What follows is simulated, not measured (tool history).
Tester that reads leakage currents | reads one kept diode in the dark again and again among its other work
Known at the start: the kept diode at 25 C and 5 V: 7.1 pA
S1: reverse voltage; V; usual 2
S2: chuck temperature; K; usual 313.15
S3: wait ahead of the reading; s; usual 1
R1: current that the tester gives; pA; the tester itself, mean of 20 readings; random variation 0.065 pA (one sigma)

| run | day | S1 | S2 | S3 | R1 |
|---|---|---|---|---|---|
| 1 | 0 | 2 | 313.15 | 1 | 16.98 |
| 2 | 1.904 | 2 | 313.15 | 1 | 17.07 |
| 3 | 5.2 | 2 | 313.15 | 1 | 17.14 |
| 4 | 8.325 | 2 | 313.15 | 1 | 17.13 |
| 5 | 11.996 | 2 | 313.15 | 1 | 17.25 |
| 6 | 14.683 | 2 | 313.15 | 1 | 17.46 |
|  | 15.804 | probe card cleaned and baked |
| 7 | 17.292 | 10.06 | 313.15 | 1 | 31.19 |
| 8 | 21.192 | 10.06 | 313.15 | 1 | 32.18 |
| 9 | 23.85 | 2 | 313.15 | 3.41 | 15.38 |
| 10 | 25.475 | 2 | 313.15 | 3.41 | 15.29 |
| 11 | 29.025 | 2 | 332.15 | 1 | 48.63 |
| 12 | 31.679 | 3.71 | 293.15 | 5.35 | 5.84 |
| 13 | 34.788 | 2 | 307.15 | 2.06 | 10.86 |

The next listed run, before its measurement:
| 14 | 38.721 | 4.06 | 318.15 | 0.42 | ? |

{"run 14": {"R1": 31.21}}
Without the tool's hidden state the same run would have given R1 27.48 pA.
